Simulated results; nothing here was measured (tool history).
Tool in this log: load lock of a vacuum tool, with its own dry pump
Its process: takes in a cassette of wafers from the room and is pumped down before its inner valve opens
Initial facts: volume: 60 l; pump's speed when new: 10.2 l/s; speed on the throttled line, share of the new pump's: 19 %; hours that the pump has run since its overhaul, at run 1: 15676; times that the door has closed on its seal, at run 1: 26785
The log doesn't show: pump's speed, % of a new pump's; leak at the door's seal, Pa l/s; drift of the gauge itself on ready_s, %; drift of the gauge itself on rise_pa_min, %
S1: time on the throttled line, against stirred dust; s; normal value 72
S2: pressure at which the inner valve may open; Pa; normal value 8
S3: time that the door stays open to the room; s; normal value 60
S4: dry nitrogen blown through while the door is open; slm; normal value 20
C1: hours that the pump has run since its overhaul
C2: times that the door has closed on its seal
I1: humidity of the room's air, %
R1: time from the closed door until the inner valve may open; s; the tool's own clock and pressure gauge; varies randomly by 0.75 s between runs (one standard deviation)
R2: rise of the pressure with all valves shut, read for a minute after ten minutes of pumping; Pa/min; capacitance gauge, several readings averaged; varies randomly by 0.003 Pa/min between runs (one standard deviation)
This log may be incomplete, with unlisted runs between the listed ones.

{"run": 1, "hour": 0.0, "S1": 72, "S2": 8, "S3": 60, "S4": 20, "C1": 15676, "C2": 26785, "I1": 43.3, "R1": 122.3, "R2": 0.099}
{"run": 2, "hour": 316.6, "S1": 72, "S2": 8, "S3": 60, "S4": 20, "C1": 15993, "C2": 27759, "I1": 46.2, "R1": 121.4, "R2": 0.109}
{"run": 3, "hour": 637.9, "S1": 72, "S2": 8, "S3": 97, "S4": 20, "C1": 16314, "C2": 28746, "I1": 40.6, "R1": 124.2, "R2": 0.108}
{"run": 4, "hour": 1033.0, "S1": 72, "S2": 8, "S3": 97, "S4": 20, "C1": 16709, "C2": 29961, "I1": 43.8, "R1": 122.2, "R2": 0.12}
{"run": 5, "hour": 1430.1, "S1": 72, "S2": 8, "S3": 60, "S4": 20, "C1": 17106, "C2": 31182, "I1": 46.9, "R1": 123.6, "R2": 0.119}
{"run": 6, "hour": 1952.1, "S1": 72, "S2": 8, "S3": 60, "S4": 20, "C1": 17628, "C2": 32787, "I1": 44.2, "R1": 124, "R2": 0.13}
{"run": 7, "hour": 2175.2, "S1": 72, "S2": 8, "S3": 60, "S4": 20, "C1": 17851, "C2": 33473, "I1": 42.4, "R1": 123.9, "R2": 0.127}
{"run": 8, "hour": 2489.9, "S1": 72, "S2": 8, "S3": 60, "S4": 20, "C1": 18166, "C2": 34440, "I1": 45.1, "R1": 124.2, "R2": 0.135}
{"run": 9, "hour": 2951.1, "S1": 72, "S2": 8, "S3": 60, "S4": 20, "C1": 18627, "C2": 35858, "I1": 47.5, "R1": 123.3, "R2": 0.142}
{"run": 10, "hour": 3284.8, "S1": 72, "S2": 8, "S3": 60, "S4": 20, "C1": 18961, "C2": 36884, "I1": 47.4, "R1": 123.3, "R2": 0.15}
{"run": 11, "hour": 3553.7, "S1": 59, "S2": 8, "S3": 60, "S4": 20, "C1": 19230, "C2": 37711, "I1": 44.2, "R1": 115.2, "R2": 0.15}
{"run": 12, "hour": 3856.9, "S1": 120, "S2": 8, "S3": 60, "S4": 20, "C1": 19533, "C2": 38643, "I1": 46.4, "R1": 159.2, "R2": 0.155}
{"run": 13, "hour": 4224.1, "S1": 120, "S2": 8, "S3": 60, "S4": 20, "C1": 19900, "C2": 39772, "I1": 46.8, "R1": 159.5, "R2": 0.165}
{"run": 14, "hour": 4466.6, "S1": 120, "S2": 8, "S3": 60, "S4": 20, "C1": 20143, "C2": 40517, "I1": 44.8, "R1": 162.7, "R2": 0.169}
{"run": 15, "hour": 4866.7, "S1": 120, "S2": 8, "S3": 60, "S4": 20, "C1": 20543, "C2": 41748, "I1": 46.2, "R1": 163.6, "R2": 0.171}
{"run": 16, "hour": 5304.8, "S1": 120, "S2": 9, "S3": 60, "S4": 20, "C1": 20981, "C2": 43094, "I1": 46.2, "R1": 161.5, "R2": 0.176}
{"run": 17, "hour": 5590.8, "S1": 72, "S2": 8, "S3": 60, "S4": 20, "C1": 21267, "C2": 43974, "I1": 46.6, "R1": 124.4, "R2": 0.184}
{"run": 18, "hour": 6038.2, "S1": 72, "S2": 8, "S3": 60, "S4": 20, "C1": 21714, "C2": 45349, "I1": 45.5, "R1": 125.1, "R2": 0.195}
{"run": 19, "hour": 6434.4, "S1": 125, "S2": 8, "S3": 60, "S4": 20, "C1": 22110, "C2": 46567, "I1": 41.5, "R1": 167, "R2": 0.199}
{"run": 20, "hour": 6830.1, "S1": 124, "S2": 8, "S3": 33, "S4": 20, "C1": 22506, "C2": 47784, "I1": 43.5, "R1": 164.9, "R2": 0.199}
{"hour": 7041.9, "done": "dry pump taken out, an overhauled one fitted"}
{"run": 21, "hour": 7281.4, "S1": 72, "S2": 8, "S3": 60, "S4": 33, "C1": 240, "C2": 49153, "I1": 45.2, "R1": 114.1, "R2": 0.21}
{"run": 22, "hour": 7735.7, "S1": 47, "S2": 7, "S3": 35, "S4": 14, "C1": 694, "C2": 50549, "I1": 46.4, "R1": 95.1, "R2": 0.228}
{"run": 23, "hour": 8255.9, "S1": 68, "S2": 8, "S3": 213, "S4": 20, "C1": 1214, "C2": 52149, "I1": 46.4, "R1": 112.1, "R2": 0.256}
{"run": 24, "hour": 8572.8, "S1": 68, "S2": 8, "S3": 44, "S4": 20, "C1": 1531, "C2": 53123, "I1": 44.9, "R1": 111.1, "R2": 0.242}
{"run": 25, "hour": 8831.1, "S1": 68, "S2": 8, "S3": 44, "S4": 20, "C1": 1789, "C2": 53917, "I1": 43.5, "R1": 111.6, "R2": 0.24}
{"run": 26, "hour": 9289.9, "S1": 58, "S2": 13, "S3": 44, "S4": 20, "C1": 2248, "C2": 55328, "I1": 42.6, "R1": 100.4, "R2": 0.249}
{"run": 27, "hour": 9746.4, "S1": 110, "S2": 8, "S3": 70, "S4": 13, "C1": 2704, "C2": 56731, "I1": 46.5, "R1": 145.4, "R2": 0.269}
{"run": 28, "hour": 9973.3, "S1": 110, "S2": 8, "S3": 70, "S4": 13, "C1": 2931, "C2": 57429, "I1": 38.4, "R1": 146.4, "R2": 0.272}
{"run": 29, "hour": 10221.2, "S1": 110, "S2": 8, "S3": 70, "S4": 13, "C1": 3179, "C2": 58191, "I1": 42.6, "R1": 146.8, "R2": 0.285}
{"run": 30, "hour": 10621.0, "S1": 41, "S2": 10, "S3": 37, "S4": 20, "C1": 3579, "C2": 59420, "I1": 48.4, "R1": 88.9, "R2": 0.28}
{"run": 31, "hour": 10847.8, "S1": 72, "S2": 8, "S3": 60, "S4": 4, "C1": 3806, "C2": 60117, "I1": 45.3, "R1": 115.4, "R2": 0.307}
{"run": 32, "hour": 11270.3, "S1": 106, "S2": 8, "S3": 169, "S4": 25, "C1": 4228, "C2": 61416, "I1": 43.2, "R1": 143.6, "R2": 0.298}
{"run": 33, "hour": 11578.8, "S1": 106, "S2": 8, "S3": 169, "S4": 25, "C1": 4537, "C2": 62365, "I1": 45.3, "R1": 144.7, "R2": 0.313}
{"run": 34, "hour": 12010.2, "S1": 99, "S2": 8, "S3": 169, "S4": 25, "C1": 4968, "C2": 63691, "I1": 45.7, "R1": 137.8, "R2": 0.328}
{"run": 35, "hour": 12402.4, "S1": 61, "S2": 8, "S3": 149, "S4": 20, "C1": 5360, "C2": 64897, "I1": 46, "R1": 107.8, "R2": 0.342}
{"run": 36, "hour": 12763.6, "S1": 49, "S2": 10, "S3": 60, "S4": 20, "C1": 5722, "C2": 66007, "I1": 47.6, "R1": 96.6, "R2": 0.337}
{"run": 37, "hour": 13172.7, "S1": 122, "S2": 13, "S3": 112, "S4": 34, "C1": 6131, "C2": 67265, "I1": 44.9, "R1": 151.2, "R2": 0.343}

Measured less the same run without the tool's hidden state. The same run-to-run variation is in both; the gauge's scatter may not be:
run=1 R1=+7 R2=+0.073
run=2 R1=+7.1 R2=+0.075
run=3 R1=+7.5 R2=+0.08
run=4 R1=+7.6 R2=+0.085
run=5 R1=+7.8 R2=+0.092
run=6 R1=+8.2 R2=+0.1
run=7 R1=+8.2 R2=+0.1
run=8 R1=+8.4 R2=+0.108
run=9 R1=+8.5 R2=+0.113
run=10 R1=+8.7 R2=+0.119
run=11 R1=+9.5 R2=+0.119
run=12 R1=+7.1 R2=+0.126
run=13 R1=+7.3 R2=+0.133
run=14 R1=+7.5 R2=+0.137
run=15 R1=+7.7 R2=+0.145
run=16 R1=+7.7 R2=+0.149
run=17 R1=+10.2 R2=+0.151
run=18 R1=+10.4 R2=+0.165
run=19 R1=+8.2 R2=+0.171
run=20 R1=+8.4 R2=+0.177
run=21 R1=-0.5 R2=+0.185
run=22 R1=-0.3 R2=+0.196
run=23 R1=-0.2 R2=+0.204
run=24 R1=+0 R2=+0.213
run=25 R1=+0 R2=+0.215
run=26 R1=+0.2 R2=+0.227
run=27 R1=+0.3 R2=+0.234
run=28 R1=+0.4 R2=+0.238
run=29 R1=+0.5 R2=+0.247
run=30 R1=+0.8 R2=+0.251
run=31 R1=+1 R2=+0.254
run=32 R1=+1 R2=+0.261
run=33 R1=+1.1 R2=+0.272
run=34 R1=+1.2 R2=+0.284
run=35 R1=+1.7 R2=+0.295
run=36 R1=+1.8 R2=+0.301
run=37 R1=+1.4 R2=+0.314

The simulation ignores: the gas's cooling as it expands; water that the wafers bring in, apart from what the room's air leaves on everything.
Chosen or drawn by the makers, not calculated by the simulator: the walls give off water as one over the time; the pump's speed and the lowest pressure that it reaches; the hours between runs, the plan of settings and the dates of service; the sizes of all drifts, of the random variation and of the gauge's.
